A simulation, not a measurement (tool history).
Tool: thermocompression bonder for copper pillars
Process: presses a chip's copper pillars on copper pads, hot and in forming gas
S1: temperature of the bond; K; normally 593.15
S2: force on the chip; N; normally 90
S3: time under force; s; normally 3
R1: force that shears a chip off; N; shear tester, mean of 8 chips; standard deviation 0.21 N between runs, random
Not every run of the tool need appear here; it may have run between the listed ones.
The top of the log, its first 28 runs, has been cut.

run 29 day=51.446 | S1=593.15 S2=88 S3=3 | R1=69.8
run 30 day=53.729 | S1=593.15 S2=88 S3=3 | R1=70.2
run 31 day=55.092 | S1=593.15 S2=88 S3=3 | R1=69.9
run 32 day=57.342 | S1=575.15 S2=88 S3=3 | R1=55.2
run 33 day=59.508 | S1=575.15 S2=88 S3=3 | R1=55
run 34 day=61.75 | S1=598.15 S2=88 S3=6 | R1=93.6
run 35 day=64.225 | S1=619.15 S2=75 S3=5 | R1=100.9
run 36 day=66.688 | S1=593.15 S2=83 S3=3 | R1=67.8
run 37 day=68.817 | S1=590.15 S2=54 S3=3 | R1=51.3
run 38 day=70.183 | S1=590.15 S2=54 S3=3 | R1=51.1
run 39 day=71.35 | S1=612.15 S2=128 S3=2 | R1=89.2

Here are 5 independent what-if runs from the current tool condition. What would each one return?
run A day=73.604 | S1=577.15 S2=74 S3=6 | R1=?
run B day=73.604 | S1=588.15 S2=128 S3=2 | R1=?
run C day=73.604 | S1=597.15 S2=87 S3=2 | R1=?
run D day=73.604 | S1=604.15 S2=120 S3=3 | R1=?
run E day=73.604 | S1=593.15 S2=90 S3=5 | R1=?

run=A R1=67.1
run=B R1=67.8
run=C R1=62.1
run=D R1=90.6
run=E R1=83.8
The same runs, with their run-to-run variation unchanged, on a tool lacking any hidden condition would have given:
run=A R1=67.9
run=B R1=68.6
run=C R1=62.8
run=D R1=91.7
run=E R1=84.8
